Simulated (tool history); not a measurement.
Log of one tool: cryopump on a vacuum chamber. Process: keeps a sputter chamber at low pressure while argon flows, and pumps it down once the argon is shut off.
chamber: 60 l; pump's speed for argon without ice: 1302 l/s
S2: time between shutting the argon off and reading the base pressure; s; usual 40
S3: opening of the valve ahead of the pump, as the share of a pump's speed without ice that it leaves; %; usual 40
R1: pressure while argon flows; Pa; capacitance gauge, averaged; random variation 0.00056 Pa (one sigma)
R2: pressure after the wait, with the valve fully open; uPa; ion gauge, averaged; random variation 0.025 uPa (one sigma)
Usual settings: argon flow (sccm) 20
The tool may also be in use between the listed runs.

{"run": 1, "day": 0.0, "argon flow (sccm)": 20, "S2": 40, "S3": 40, "R1": 0.067, "R2": 1.56}
{"run": 2, "day": 0.725, "argon flow (sccm)": 20, "S2": 40, "S3": 40, "R1": 0.0671, "R2": 1.48}
{"run": 3, "day": 1.529, "argon flow (sccm)": 20, "S2": 40, "S3": 40, "R1": 0.0678, "R2": 1.51}
{"run": 4, "day": 2.033, "argon flow (sccm)": 20, "S2": 40, "S3": 40, "R1": 0.0678, "R2": 1.51}
{"run": 5, "day": 3.125, "argon flow (sccm)": 20, "S2": 40, "S3": 40, "R1": 0.0666, "R2": 1.57}
{"run": 6, "day": 3.617, "argon flow (sccm)": 20, "S2": 40, "S3": 40, "R1": 0.0682, "R2": 1.53}
{"run": 7, "day": 4.35, "argon flow (sccm)": 20, "S2": 40, "S3": 40, "R1": 0.0676, "R2": 1.56}
{"run": 8, "day": 5.175, "argon flow (sccm)": 29, "S2": 40, "S3": 40, "R1": 0.0966, "R2": 1.62}
{"run": 9, "day": 5.733, "argon flow (sccm)": 29, "S2": 40, "S3": 40, "R1": 0.0993, "R2": 1.5}
{"run": 10, "day": 6.496, "argon flow (sccm)": 29, "S2": 40, "S3": 40, "R1": 0.0985, "R2": 1.57}
{"run": 11, "day": 7.354, "argon flow (sccm)": 29, "S2": 40, "S3": 40, "R1": 0.0985, "R2": 1.61}
{"run": 12, "day": 8.042, "argon flow (sccm)": 20, "S2": 114, "S3": 40, "R1": 0.0679, "R2": 1.06}
{"run": 13, "day": 8.529, "argon flow (sccm)": 20, "S2": 114, "S3": 40, "R1": 0.0685, "R2": 1.06}
{"run": 14, "day": 9.6, "argon flow (sccm)": 20, "S2": 114, "S3": 40, "R1": 0.0686, "R2": 1.07}
{"run": 15, "day": 10.708, "argon flow (sccm)": 20, "S2": 40, "S3": 40, "R1": 0.0684, "R2": 1.62}
{"run": 16, "day": 11.229, "argon flow (sccm)": 11, "S2": 40, "S3": 40, "R1": 0.0384, "R2": 1.63}
{"run": 17, "day": 12.333, "argon flow (sccm)": 20, "S2": 21, "S3": 40, "R1": 0.0671, "R2": 2.28}
{"run": 18, "day": 12.962, "argon flow (sccm)": 16, "S2": 40, "S3": 23, "R1": 0.0925, "R2": 1.63}
{"run": 19, "day": 13.479, "argon flow (sccm)": 10, "S2": 40, "S3": 40, "R1": 0.0339, "R2": 1.6}
{"run": 20, "day": 14.208, "argon flow (sccm)": 8, "S2": 44, "S3": 15, "R1": 0.0705, "R2": 1.56}
{"run": 21, "day": 14.683, "argon flow (sccm)": 20, "S2": 27, "S3": 54, "R1": 0.0512, "R2": 2.04}
{"run": 22, "day": 15.662, "argon flow (sccm)": 20, "S2": 297, "S3": 31, "R1": 0.0869, "R2": 0.92}
{"run": 23, "day": 16.354, "argon flow (sccm)": 20, "S2": 233, "S3": 59, "R1": 0.0488, "R2": 0.98}
{"run": 24, "day": 17.125, "argon flow (sccm)": 10, "S2": 40, "S3": 52, "R1": 0.028, "R2": 1.69}
{"run": 25, "day": 17.858, "argon flow (sccm)": 29, "S2": 24, "S3": 40, "R1": 0.0995, "R2": 2.2}
{"run": 26, "day": 18.346, "argon flow (sccm)": 15, "S2": 24, "S3": 16, "R1": 0.1248, "R2": 2.23}
{"run": 27, "day": 19.192, "argon flow (sccm)": 27, "S2": 116, "S3": 38, "R1": 0.0982, "R2": 1.14}
{"run": 28, "day": 19.996, "argon flow (sccm)": 12, "S2": 92, "S3": 20, "R1": 0.0802, "R2": 1.2}
{"run": 29, "day": 20.654, "argon flow (sccm)": 10, "S2": 26, "S3": 40, "R1": 0.0339, "R2": 2.13}
{"run": 30, "day": 21.233, "argon flow (sccm)": 10, "S2": 26, "S3": 40, "R1": 0.0344, "R2": 2.13}
{"run": 31, "day": 22.312, "argon flow (sccm)": 10, "S2": 26, "S3": 40, "R1": 0.0342, "R2": 2.14}
{"run": 32, "day": 23.296, "argon flow (sccm)": 33, "S2": 40, "S3": 40, "R1": 0.1139, "R2": 1.66}
{"run": 33, "day": 24.138, "argon flow (sccm)": 33, "S2": 40, "S3": 40, "R1": 0.1161, "R2": 1.74}
{"run": 34, "day": 24.675, "argon flow (sccm)": 33, "S2": 40, "S3": 40, "R1": 0.1154, "R2": 1.69}

Some steps in R1 between neighbouring runs. How much of each would the tool show without its hidden state too (settings, what came in, random variation), and how much is left for the hidden state, with any gauge scatter that isn't in both results?
The hidden state here: pump's speed, % of a pump's without ice; cold plate's temperature, K; leak into the chamber, uPa l/s; drift of the gauge itself on working_pa, %; drift of the gauge itself on base_upa, %.
Run 18 -> 19: argon flow (sccm) 16 -> 10, S3 23 -> 40. R1 -0.0586 Pa: hidden state -0.0011, all else -0.0575.
Run 24 -> 25: argon flow (sccm) 10 -> 29, S2 40 -> 24, S3 52 -> 40. R1 +0.0715 Pa: hidden state +0.0037, all else +0.0678.
Run 27 -> 28: argon flow (sccm) 27 -> 12, S2 116 -> 92, S3 38 -> 20. R1 -0.018 Pa: hidden state -0.003, all else -0.015.
Run 31 -> 32: argon flow (sccm) 10 -> 33, S2 26 -> 40. R1 +0.0797 Pa: hidden state +0.0051, all else +0.0746.
